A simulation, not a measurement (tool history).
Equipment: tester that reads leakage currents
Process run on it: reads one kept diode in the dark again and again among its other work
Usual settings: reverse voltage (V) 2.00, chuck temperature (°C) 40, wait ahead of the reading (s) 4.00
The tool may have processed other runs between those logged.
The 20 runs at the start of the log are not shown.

run,hour,reverse voltage (V),chuck temperature (°C),wait ahead of the reading (s),current that the tester gives (pA)
21,875.7,1.58,44,0.75,459.46
22,927.1,14.61,40,4.00,1090.57
23,988.3,14.61,40,4.00,1076.01
24,1048.7,10.58,29,2.07,367.99
25,1081.9,1.57,20,1.04,59.60
26,1127.2,3.37,40,7.47,490.24
27,1177.9,1.99,34,0.35,225.56
28,1236.6,3.14,37,1.04,368.73

What does the tool deliver on the next run?
29,1263.5,2.02,40,2.17,?

current that the tester gives (pA): 369.91
Without the tool's hidden state the same run would have given current that the tester gives (pA) 405.25.

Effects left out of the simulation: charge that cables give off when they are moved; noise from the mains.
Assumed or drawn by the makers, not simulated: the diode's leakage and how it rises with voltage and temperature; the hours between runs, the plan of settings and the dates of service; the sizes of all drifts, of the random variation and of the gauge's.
